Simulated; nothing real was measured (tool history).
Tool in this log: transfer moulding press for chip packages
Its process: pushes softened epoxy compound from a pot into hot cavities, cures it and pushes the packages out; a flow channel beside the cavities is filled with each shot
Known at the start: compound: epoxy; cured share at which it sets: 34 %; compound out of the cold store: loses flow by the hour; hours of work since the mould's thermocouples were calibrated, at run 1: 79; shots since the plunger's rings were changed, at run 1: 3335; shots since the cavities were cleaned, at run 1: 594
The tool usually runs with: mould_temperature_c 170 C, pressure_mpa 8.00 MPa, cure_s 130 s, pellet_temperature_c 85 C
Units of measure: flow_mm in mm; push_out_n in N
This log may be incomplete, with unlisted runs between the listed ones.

run,hour,mould_temperature_c,pressure_mpa,cure_s,pellet_temperature_c,hours of work since the mould's thermocouples were calibrated,shots since the plunger's rings were changed,shots since the cavities were cleaned,incoming compound's hours out of the cold store,flow_mm,push_out_n
1,0.0,170,8.00,130,85,79,3335,594,36.8,458,572
2,16.7,170,8.00,130,85,89,3487,746,46.3,432,606
3,29.6,170,8.00,130,85,98,3604,863,12.8,515,678
4,50.2,174,8.00,130,85,111,3792,1051,17.5,496,629
# hour 67.2: cavities cleaned with cleaning compound and waxed
5,70.1,174,8.00,130,85,123,3960,26,36.0,447,833
6,86.5,170,8.00,125,85,134,4109,175,9.7,523,793
7,108.3,170,8.00,125,85,148,4308,374,21.6,481,773
# hour 115.2: cavities cleaned with cleaning compound and waxed, once more
8,132.4,170,8.00,125,85,163,4514,156,12.3,505,419
9,149.2,170,8.00,125,85,173,4668,310,35.3,456,498
10,160.5,170,8.00,130,85,181,4770,412,21.0,484,506
11,179.7,170,8.00,130,85,193,4945,587,32.4,450,582
12,202.8,170,8.00,130,85,208,5156,798,34.8,443,620
13,226.0,170,8.00,130,85,223,5367,1009,11.3,494,642
14,242.8,170,8.00,130,85,234,5520,1162,11.8,506,668
# hour 248.2: cavities cleaned with cleaning compound and waxed
15,254.5,168,8.00,134,88,241,5614,58,25.4,470,347
16,264.5,168,8.00,134,88,247,5704,148,26.4,461,410
17,282.9,168,8.98,116,91,259,5873,317,20.2,503,561
18,296.6,168,8.98,116,91,268,5997,441,40.5,442,604

Forecast run 19:
# hour 309.5: plunger's sealing rings changed
19,310.7,168,8.98,116,91,276,11,547,37.2,?,?

flow_mm: 522 mm
push_out_n: 643 N
Without the tool's hidden state the same run would have given flow_mm 523 mm, push_out_n 347 N.
